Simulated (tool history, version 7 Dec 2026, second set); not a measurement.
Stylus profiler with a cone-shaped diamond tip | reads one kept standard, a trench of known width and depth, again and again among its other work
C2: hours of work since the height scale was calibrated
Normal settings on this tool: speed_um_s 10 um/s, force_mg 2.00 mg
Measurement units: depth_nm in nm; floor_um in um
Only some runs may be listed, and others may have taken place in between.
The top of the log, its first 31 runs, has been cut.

run 32 hour=2960.8 | speed_um_s=9 force_mg=4.51 | scans_with_this_tip=24587 C2=332 | depth_nm=507.59 floor_um=26.89
run 33 hour=3016.6 | speed_um_s=17 force_mg=5.83 | scans_with_this_tip=24896 C2=356 | depth_nm=509.06 floor_um=26.96
run 34 hour=3094.3 | speed_um_s=38 force_mg=1.31 | scans_with_this_tip=25324 C2=391 | depth_nm=503.38 floor_um=26.64
run 35 hour=3203.8 | speed_um_s=6 force_mg=2.02 | scans_with_this_tip=25930 C2=440 | depth_nm=504.43 floor_um=26.94
run 36 hour=3275.7 | speed_um_s=2 force_mg=2.38 | scans_with_this_tip=26327 C2=472 | depth_nm=504.63 floor_um=26.93
run 37 hour=3342.3 | speed_um_s=2 force_mg=2.38 | scans_with_this_tip=26695 C2=501 | depth_nm=504.91 floor_um=26.93
run 38 hour=3435.8 | speed_um_s=17 force_mg=3.14 | scans_with_this_tip=27212 C2=543 | depth_nm=505.91 floor_um=26.85
run 39 hour=3551.5 | speed_um_s=11 force_mg=4.55 | scans_with_this_tip=27851 C2=594 | depth_nm=507.88 floor_um=26.86
run 40 hour=3621.3 | speed_um_s=17 force_mg=2.31 | scans_with_this_tip=28237 C2=625 | depth_nm=505.03 floor_um=26.88
run 41 hour=3730.1 | speed_um_s=7 force_mg=0.80 | scans_with_this_tip=28839 C2=673 | depth_nm=502.41 floor_um=26.88
run 42 hour=3818.2 | speed_um_s=7 force_mg=0.80 | scans_with_this_tip=29325 C2=713 | depth_nm=502.46 floor_um=26.84
run 43 hour=3883.7 | speed_um_s=7 force_mg=0.80 | scans_with_this_tip=29687 C2=742 | depth_nm=502.55 floor_um=26.88
-- hour=3954.7 new tip fitted, height scale calibrated
run 44 hour=4004.2 | speed_um_s=15 force_mg=4.15 | scans_with_this_tip=273 C2=22 | depth_nm=507.30 floor_um=26.93
run 45 hour=4097.7 | speed_um_s=9 force_mg=1.06 | scans_with_this_tip=790 C2=64 | depth_nm=503.22 floor_um=26.93
run 46 hour=4192.5 | speed_um_s=9 force_mg=1.06 | scans_with_this_tip=1314 C2=106 | depth_nm=502.82 floor_um=26.92

Forecast each of these 4 alternatives for the next run:
run A hour=4310.7 | speed_um_s=3 force_mg=2.37 | scans_with_this_tip=1967 C2=158 | depth_nm=? floor_um=?
run B hour=4310.7 | speed_um_s=9 force_mg=1.00 | scans_with_this_tip=1967 C2=158 | depth_nm=? floor_um=?
run C hour=4310.7 | speed_um_s=5 force_mg=3.02 | scans_with_this_tip=1967 C2=158 | depth_nm=? floor_um=?
run D hour=4310.7 | speed_um_s=2 force_mg=2.73 | scans_with_this_tip=1967 C2=158 | depth_nm=? floor_um=?

run=A depth_nm=505.12 floor_um=26.95
run=B depth_nm=502.70 floor_um=26.90
run=C depth_nm=505.82 floor_um=26.98
run=D depth_nm=505.83 floor_um=26.98
Take away the tool's hidden state, keep each run's random variation, and the runs would have read:
run=A depth_nm=505.12 floor_um=26.96
run=B depth_nm=502.69 floor_um=26.90
run=C depth_nm=505.82 floor_um=26.99
run=D depth_nm=505.83 floor_um=26.99
